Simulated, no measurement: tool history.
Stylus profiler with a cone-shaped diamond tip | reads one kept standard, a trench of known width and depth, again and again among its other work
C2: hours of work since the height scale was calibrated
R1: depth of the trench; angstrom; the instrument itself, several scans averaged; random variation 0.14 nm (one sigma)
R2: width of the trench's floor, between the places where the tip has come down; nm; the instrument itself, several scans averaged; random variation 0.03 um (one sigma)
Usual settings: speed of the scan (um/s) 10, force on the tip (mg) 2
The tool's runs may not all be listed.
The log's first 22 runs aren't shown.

{"run": 23, "hour": 1628.8, "speed of the scan (um/s)": 33, "force on the tip (mg)": 3.35, "scans with this tip": 13724, "C2": 1268, "R1": 5097.9, "R2": 17170}
{"run": 24, "hour": 1680.3, "speed of the scan (um/s)": 3, "force on the tip (mg)": 0.75, "scans with this tip": 13871, "C2": 1297, "R1": 5038.1, "R2": 17360}
{"run": 25, "hour": 1725.9, "speed of the scan (um/s)": 2, "force on the tip (mg)": 2.61, "scans with this tip": 14000, "C2": 1322, "R1": 5084.6, "R2": 17350}
{"hour": 1777.2, "done": "height scale calibrated on a step standard"}
{"run": 26, "hour": 1794.7, "speed of the scan (um/s)": 3, "force on the tip (mg)": 4.7, "scans with this tip": 14195, "C2": 10, "R1": 5124.2, "R2": 17270}
{"run": 27, "hour": 1848.4, "speed of the scan (um/s)": 3, "force on the tip (mg)": 4.7, "scans with this tip": 14347, "C2": 40, "R1": 5124, "R2": 17350}
{"run": 28, "hour": 1888.4, "speed of the scan (um/s)": 9, "force on the tip (mg)": 3.24, "scans with this tip": 14461, "C2": 62, "R1": 5096, "R2": 17350}
{"run": 29, "hour": 1942.6, "speed of the scan (um/s)": 9, "force on the tip (mg)": 3.24, "scans with this tip": 14616, "C2": 93, "R1": 5096.8, "R2": 17330}
{"run": 30, "hour": 1998.8, "speed of the scan (um/s)": 9, "force on the tip (mg)": 3.24, "scans with this tip": 14775, "C2": 124, "R1": 5096.7, "R2": 17250}
{"run": 31, "hour": 2042.4, "speed of the scan (um/s)": 7, "force on the tip (mg)": 1.08, "scans with this tip": 14900, "C2": 149, "R1": 5044.2, "R2": 17290}

5 ways to go on from here, each from the tool as it stands after run 31. What would each give?
{"run": "A", "hour": 2127.5, "speed of the scan (um/s)": 16, "force on the tip (mg)": 2, "scans with this tip": 15142, "C2": 197, "R1": "?", "R2": "?"}
{"run": "B", "hour": 2127.5, "speed of the scan (um/s)": 3, "force on the tip (mg)": 1.1, "scans with this tip": 15142, "C2": 197, "R1": "?", "R2": "?"}
{"run": "C", "hour": 2127.5, "speed of the scan (um/s)": 12, "force on the tip (mg)": 3.78, "scans with this tip": 15142, "C2": 197, "R1": "?", "R2": "?"}
{"run": "D", "hour": 2127.5, "speed of the scan (um/s)": 3, "force on the tip (mg)": 2.11, "scans with this tip": 15142, "C2": 197, "R1": "?", "R2": "?"}
{"run": "E", "hour": 2127.5, "speed of the scan (um/s)": 10, "force on the tip (mg)": 2, "scans with this tip": 15142, "C2": 197, "R1": "?", "R2": "?"}

run=A R1=5068.9 R2=17170
run=B R1=5048 R2=17280
run=C R1=5107.5 R2=17310
run=D R1=5072.6 R2=17340
run=E R1=5068.4 R2=17310
Without the tool's hidden state the same runs would have given:
run=A R1=5069 R2=17190
run=B R1=5048 R2=17310
run=C R1=5107.6 R2=17330
run=D R1=5072.6 R2=17360
run=E R1=5068.5 R2=17330

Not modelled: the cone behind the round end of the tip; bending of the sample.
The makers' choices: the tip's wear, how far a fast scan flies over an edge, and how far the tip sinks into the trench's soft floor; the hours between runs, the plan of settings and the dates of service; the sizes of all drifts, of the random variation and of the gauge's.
